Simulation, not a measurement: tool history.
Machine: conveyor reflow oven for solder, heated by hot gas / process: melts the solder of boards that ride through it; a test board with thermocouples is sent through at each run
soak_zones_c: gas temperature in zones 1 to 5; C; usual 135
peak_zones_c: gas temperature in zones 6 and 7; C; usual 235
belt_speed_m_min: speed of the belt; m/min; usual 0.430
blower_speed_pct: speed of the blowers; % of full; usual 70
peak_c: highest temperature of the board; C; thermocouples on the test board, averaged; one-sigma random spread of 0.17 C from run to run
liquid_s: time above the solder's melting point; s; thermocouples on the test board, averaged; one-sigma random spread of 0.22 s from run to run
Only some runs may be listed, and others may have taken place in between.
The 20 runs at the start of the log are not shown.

run	hour	soak_zones_c	peak_zones_c	belt_speed_m_min	blower_speed_pct	hours of work since the flux was cleaned out	hours of work since the belt drive was overhauled	hours of work since the thermocouples were changed	peak_c	liquid_s
21	412.5	146	250	0.351	53	249	864	16	230.3	108.4
22	436.6	146	250	0.354	59	264	879	31	231.6	109.0
23	460.2	124	235	0.480	78	278	893	45	208.3	50.1
# hour 475.4: belt drive overhauled, speed set with a stopwatch
24	482.6	135	235	0.430	53	289	4	56	206.3	55.2
25	499.1	135	228	0.403	61	299	14	66	206.6	60.8
26	519.3	148	246	0.430	53	312	27	79	218.5	76.7
27	531.4	148	246	0.455	56	319	34	86	217.2	71.1
28	547.2	148	245	0.455	56	329	44	96	216.5	70.2
29	564.0	148	245	0.437	74	339	54	106	223.5	81.1
30	578.6	123	241	0.437	74	348	63	115	214.8	61.7

Branching from run 30: 3 alternative next runs. What would each branch give?
A	599.6	123	241	0.381	60	360	75	127	?	?
B	599.6	135	235	0.446	79	360	75	127	?	?
C	599.6	135	248	0.477	73	360	75	127	?	?

run	peak_c	liquid_s
A	216.1	72.6
B	213.2	63.6
C	218.9	64.4
Without the tool's hidden state the same runs would have given:
run	peak_c	liquid_s
A	217.8	75.0
B	215.1	66.2
C	221.2	66.7
